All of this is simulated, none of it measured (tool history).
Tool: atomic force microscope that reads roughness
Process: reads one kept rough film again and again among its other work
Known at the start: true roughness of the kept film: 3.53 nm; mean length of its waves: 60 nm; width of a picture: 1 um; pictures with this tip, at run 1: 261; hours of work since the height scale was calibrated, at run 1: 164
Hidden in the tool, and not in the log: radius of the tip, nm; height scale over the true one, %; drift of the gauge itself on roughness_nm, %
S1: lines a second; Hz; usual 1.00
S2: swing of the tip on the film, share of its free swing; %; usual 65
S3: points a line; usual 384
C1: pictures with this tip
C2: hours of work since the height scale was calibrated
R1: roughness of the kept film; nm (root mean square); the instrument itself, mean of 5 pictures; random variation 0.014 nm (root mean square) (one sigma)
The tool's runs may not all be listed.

| run | hour | S1 | S2 | S3 | C1 | C2 | R1 |
|---|---|---|---|---|---|---|---|
| 1 | 0.0 | 1.00 | 65 | 384 | 261 | 164 | 2.975 |
| 2 | 16.4 | 1.00 | 65 | 384 | 279 | 172 | 2.951 |
| 3 | 31.4 | 1.00 | 65 | 384 | 296 | 180 | 2.924 |
| 4 | 44.9 | 1.00 | 65 | 384 | 311 | 186 | 2.921 |
| 5 | 64.2 | 1.05 | 65 | 384 | 332 | 196 | 2.903 |
|  | 67.8 | height scale calibrated on a step standard |
|  | 78.6 | new tip fitted |
| 6 | 83.1 | 1.05 | 86 | 260 | 5 | 7 | 3.131 |

Run 7 comes next. What will it give?
| 7 | 110.8 | 1.00 | 59 | 277 | 36 | 21 | ? |

R1: 3.286 nm (root mean square)
Without the tool's hidden state the same run would have given R1 3.324 nm (root mean square).
